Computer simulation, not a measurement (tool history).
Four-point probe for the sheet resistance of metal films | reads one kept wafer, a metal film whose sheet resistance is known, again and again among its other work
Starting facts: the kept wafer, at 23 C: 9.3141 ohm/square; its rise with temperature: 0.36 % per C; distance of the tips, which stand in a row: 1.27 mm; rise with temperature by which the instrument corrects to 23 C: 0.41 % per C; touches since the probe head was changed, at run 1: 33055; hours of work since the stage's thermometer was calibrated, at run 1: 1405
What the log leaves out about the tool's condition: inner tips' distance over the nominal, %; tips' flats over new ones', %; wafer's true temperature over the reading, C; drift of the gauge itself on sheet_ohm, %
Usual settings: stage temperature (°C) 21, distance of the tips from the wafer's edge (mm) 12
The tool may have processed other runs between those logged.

| run | day | stage temperature (°C) | distance of the tips from the wafer's edge (mm) | touches since the probe head was changed | hours of work since the stage's thermometer was calibrated | sheet resistance as the instrument gives it (ohm/square) |
|---|---|---|---|---|---|---|
| 1 | 0.000 | 21 | 12 | 33055 | 1405 | 9.375125 |
| 2 | 1.825 | 21 | 12 | 34965 | 1433 | 9.367920 |
| 3 | 3.525 | 21 | 12 | 36740 | 1459 | 9.367752 |
| 4 | 6.104 | 21 | 12 | 39434 | 1499 | 9.369967 |
| 5 | 8.679 | 21 | 12 | 42126 | 1538 | 9.369018 |
| 6 | 10.683 | 21 | 12 | 44218 | 1569 | 9.366508 |
| 7 | 12.404 | 21 | 12 | 46019 | 1595 | 9.369406 |
| 8 | 13.754 | 21 | 37 | 47429 | 1616 | 9.312977 |
| 9 | 15.404 | 21 | 37 | 49151 | 1641 | 9.318090 |
| 10 | 17.742 | 21 | 12 | 51597 | 1677 | 9.369525 |
| 11 | 19.517 | 21 | 7 | 53452 | 1705 | 9.473977 |
| 12 | 22.062 | 25 | 12 | 56113 | 1744 | 9.344421 |
| 13 | 24.588 | 21 | 12 | 58749 | 1782 | 9.362554 |
| 14 | 26.729 | 22 | 12 | 60989 | 1815 | 9.355364 |
|  | 26.967 | stage's thermometer calibrated |
| 15 | 28.929 | 21 | 28 | 63267 | 30 | 9.333141 |
| 16 | 30.933 | 27 | 12 | 65361 | 61 | 9.344760 |

What does the tool deliver on the next run?
| 17 | 32.329 | 32 | 5 | 66819 | 82 | ? |

sheet resistance as the instrument gives it (ohm/square): 9.572112
Without the tool's hidden state the same run would have given sheet resistance as the instrument gives it (ohm/square) 9.578182.

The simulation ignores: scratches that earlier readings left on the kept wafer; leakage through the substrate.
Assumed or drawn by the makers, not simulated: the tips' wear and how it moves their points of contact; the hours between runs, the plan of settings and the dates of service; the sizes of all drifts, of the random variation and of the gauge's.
